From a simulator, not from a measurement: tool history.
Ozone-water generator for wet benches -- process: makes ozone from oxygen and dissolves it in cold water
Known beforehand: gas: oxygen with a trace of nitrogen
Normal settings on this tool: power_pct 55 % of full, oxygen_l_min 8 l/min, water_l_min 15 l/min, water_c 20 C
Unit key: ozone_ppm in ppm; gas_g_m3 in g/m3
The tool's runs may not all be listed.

run     day  power_pct  oxygen_l_min  water_l_min  water_c  ozone_ppm  gas_g_m3
  1       0         55             8           15       20         16     109.3
  2   2.379         55             8           15       20       16.3       109
  3     5.1         55             8           15       20       16.1     109.1
  4  10.238         55             8           15       20       16.2     108.7
  5  13.204         55             8           15       15       17.9     107.8
  6  17.525         55             8           15       20       16.1     108.6
  7  19.771         55             8           15       12       18.7     109.6
  8  24.221         55          4.25           15       20       16.2     146.1
  9  28.396         55          9.27           15       20       15.7     101.4
 10  31.483         55             8           15       18       16.4     109.1
 11  36.371         55             8           15       18       16.5     108.8
 12  41.021         55             8           15       20       15.7     107.7
 13  44.779         55             8           15       20       15.7     105.9
 14  47.771         55             8           15       20       15.7       108
 15  52.067         42             8           15       20       12.2      85.8
 16  56.342         88             8           15       20       23.7     164.5
 17  59.292         55         11.41           13       20       16.1      91.1
 18   62.15         45           7.4           17       22       11.8      92.5
     65.125  -- contactor cleaned
 19  65.446         45           7.4           17       22       12.1      94.6
 20  69.962         55          4.85            9       20       22.7     134.6
 21  74.262         93          4.62           16       27         22       218
 22   78.85         93          4.62           13       20       28.6     219.2
 23  82.625         55          7.46           15       13       18.2     109.8
 24  86.792         45          7.46           15       13       15.5        92
     89.021  -- water thermometer calibrated
 25  90.096         42             8           15       20       12.7      84.6

Predict the results of run 26:
 26  92.2         42             8           15       20          ?         ?

ozone_ppm: 12.6 ppm
gas_g_m3: 84.3 g/m3
Had the tool carried no hidden state, the very same run would have given ozone_ppm 13.2 ppm, gas_g_m3 87.9 g/m3.
